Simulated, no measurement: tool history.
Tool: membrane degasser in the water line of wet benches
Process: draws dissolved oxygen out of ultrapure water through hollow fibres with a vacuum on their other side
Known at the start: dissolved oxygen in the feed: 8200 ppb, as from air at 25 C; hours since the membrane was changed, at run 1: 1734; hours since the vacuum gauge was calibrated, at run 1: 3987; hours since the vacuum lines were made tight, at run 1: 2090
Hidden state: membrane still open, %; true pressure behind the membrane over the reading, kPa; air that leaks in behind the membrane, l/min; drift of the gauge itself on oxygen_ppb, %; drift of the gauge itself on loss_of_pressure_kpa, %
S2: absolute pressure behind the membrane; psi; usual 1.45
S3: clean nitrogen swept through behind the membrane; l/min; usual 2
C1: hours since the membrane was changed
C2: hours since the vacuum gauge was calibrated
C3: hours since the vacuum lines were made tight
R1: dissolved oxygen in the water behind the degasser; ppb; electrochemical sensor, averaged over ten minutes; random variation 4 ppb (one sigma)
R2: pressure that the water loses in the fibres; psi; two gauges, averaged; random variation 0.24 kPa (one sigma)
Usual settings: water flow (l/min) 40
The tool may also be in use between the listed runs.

Run 1, hour 0: usual settings; C1 1734; C2 3987; C3 2090. Result: R1 398.1 ppb, R2 8.897 psi.
Run 2, hour 167.5: usual settings; C1 1901; C2 4154; C3 2258. Result: R1 399.9 ppb, R2 8.897 psi.
Run 3, hour 288.6: usual settings; C1 2022; C2 4276; C3 2379. Result: R1 396.1 ppb, R2 8.876 psi.
Run 4, hour 528.2: usual settings; C1 2262; C2 4515; C3 2618. Result: R1 400.8 ppb, R2 8.955 psi.
Run 5, hour 630.5: usual settings; C1 2364; C2 4617; C3 2721. Result: R1 400 ppb, R2 8.924 psi.
Run 6, hour 799.2: usual settings but water flow (l/min) 32; C1 2533; C2 4786; C3 2889. Result: R1 307.8 ppb, R2 7.153 psi.
Run 7, hour 901.9: usual settings but water flow (l/min) 32, S3 0.91 l/min; C1 2636; C2 4889; C3 2992. Result: R1 530.7 ppb, R2 7.168 psi.
Run 8, hour 1068.2: usual settings but water flow (l/min) 32, S3 0.91 l/min; C1 2802; C2 5055; C3 3158. Result: R1 528.9 ppb, R2 7.195 psi.
Run 9, hour 1271.6: usual settings but water flow (l/min) 32, S3 0.91 l/min; C1 3005; C2 5258; C3 3362. Result: R1 526.2 ppb, R2 7.19 psi.
Run 10, hour 1380: usual settings but water flow (l/min) 32, S3 0.91 l/min; C1 3114; C2 5367; C3 3470. Result: R1 534.8 ppb, R2 7.185 psi.
Run 11, hour 1604: usual settings but water flow (l/min) 32, S3 0.91 l/min; C1 3338; C2 5591; C3 3694. Result: R1 527.9 ppb, R2 7.171 psi.
Run 12, hour 1832.8: usual settings but water flow (l/min) 32, S3 0.91 l/min; C1 3567; C2 5820; C3 3923. Result: R1 531.1 ppb, R2 7.123 psi.
Run 13, hour 1991.1: usual settings but water flow (l/min) 32, S3 0.91 l/min; C1 3725; C2 5978; C3 4081. Result: R1 513.4 ppb, R2 7.272 psi.
Run 14, hour 2160.8: usual settings but water flow (l/min) 32, S3 0.91 l/min; C1 3895; C2 6148; C3 4251. Result: R1 527.7 ppb, R2 7.236 psi.
Run 15, hour 2332.1: usual settings but water flow (l/min) 37; C1 4066; C2 6319; C3 4422. Result: R1 356.7 ppb, R2 8.309 psi.
Run 16, hour 2501: usual settings but S2 1.15 psi; C1 4235; C2 6488; C3 4591. Result: R1 308.2 ppb, R2 9.113 psi.
Run 17, hour 2634.7: usual settings but S3 1.63 l/min; C1 4369; C2 6622; C3 4725. Result: R1 457.8 ppb, R2 9.011 psi.
At hour 2680.3: seals of the vacuum lines changed.
Run 18, hour 2869.8: usual settings but S2 1.73 psi, S3 4.07 l/min; C1 4602; C2 6855; C3 189. Result: R1 302.5 ppb, R2 8.966 psi.
Run 19, hour 2989.5: usual settings but water flow (l/min) 48; C1 4721; C2 6974; C3 309. Result: R1 501.3 ppb, R2 10.924 psi.
Run 20, hour 3154.6: usual settings but water flow (l/min) 54, S2 1.54 psi; C1 4887; C2 7140; C3 474. Result: R1 593.7 ppb, R2 12.161 psi.
Run 21, hour 3331.7: usual settings but water flow (l/min) 26, S2 3.31 psi, S3 2.69 l/min; C1 5064; C2 7317; C3 651. Result: R1 463.4 ppb, R2 5.874 psi.
Run 22, hour 3521.4: usual settings but S2 2.07 psi; C1 5253; C2 7506; C3 841. Result: R1 575.2 ppb, R2 8.987 psi.
At hour 3681.3: vacuum gauge calibrated.
Run 23, hour 3747.2: usual settings but water flow (l/min) 43, S3 4.4 l/min; C1 5479; C2 66; C3 1066. Result: R1 279.7 ppb, R2 9.783 psi.
Run 24, hour 3870.4: usual settings but water flow (l/min) 43, S3 4.4 l/min; C1 5602; C2 189; C3 1190. Result: R1 279.6 ppb, R2 9.699 psi.
Run 25, hour 4032.8: usual settings but S3 1.48 l/min; C1 5764; C2 351; C3 1352. Result: R1 485.1 ppb, R2 9.046 psi.
Run 26, hour 4149.8: usual settings but water flow (l/min) 49, S2 1.46 psi, S3 3.47 l/min; C1 5881; C2 468; C3 1469. Result: R1 381.9 ppb, R2 11.248 psi.
Run 27, hour 4247.3: usual settings but water flow (l/min) 49, S2 1.46 psi, S3 3.47 l/min; C1 5979; C2 566; C3 1566. Result: R1 378.3 ppb, R2 11.114 psi.
Run 28, hour 4481.2: usual settings but water flow (l/min) 53, S2 1.07 psi, S3 3.25 l/min; C1 6213; C2 800; C3 1800. Result: R1 338.5 ppb, R2 12.07 psi.
At hour 4522.1: gauge calibrated.
Run 29, hour 4696.3: usual settings but water flow (l/min) 53, S2 1.07 psi, S3 3.25 l/min; C1 6428; C2 1015; C3 2016. Result: R1 344.7 ppb, R2 11.812 psi.
Run 30, hour 4801.8: usual settings but water flow (l/min) 29, S2 1.07 psi, S3 3.02 l/min; C1 6533; C2 1120; C3 2121. Result: R1 147.1 ppb, R2 6.489 psi.
Run 31, hour 4914.8: usual settings but water flow (l/min) 39, S2 1.25 psi, S3 4.9 l/min; C1 6646; C2 1233; C3 2234. Result: R1 208.2 ppb, R2 8.676 psi.
Run 32, hour 5091.1: usual settings but water flow (l/min) 24, S2 1.25 psi, S3 4.9 l/min; C1 6823; C2 1410; C3 2410. Result: R1 94.6 ppb, R2 5.355 psi.

3 ways to go on from here, each from the tool as it stands after run 32. What would each give?
Run A, hour 5274.8: usual settings but water flow (l/min) 36, S2 3.45 psi, S3 4.9 l/min; C1 7006; C2 1593; C3 2594. Result: R1 ?, R2 ?.
Run B, hour 5274.8: usual settings but water flow (l/min) 53, S2 1.31 psi, S3 0.87 l/min; C1 7006; C2 1593; C3 2594. Result: R1 ?, R2 ?.
Run C, hour 5274.8: usual settings but water flow (l/min) 27, S2 1.25 psi, S3 4.9 l/min; C1 7006; C2 1593; C3 2594. Result: R1 ?, R2 ?.

run     R1      R2
  A  431.2   8.076
  B    785  11.861
  C  114.1   6.048
Without the tool's hidden state the same runs would have given:
run     R1      R2
  A  430.8   8.038
  B  784.5  11.806
  C  113.8   6.021
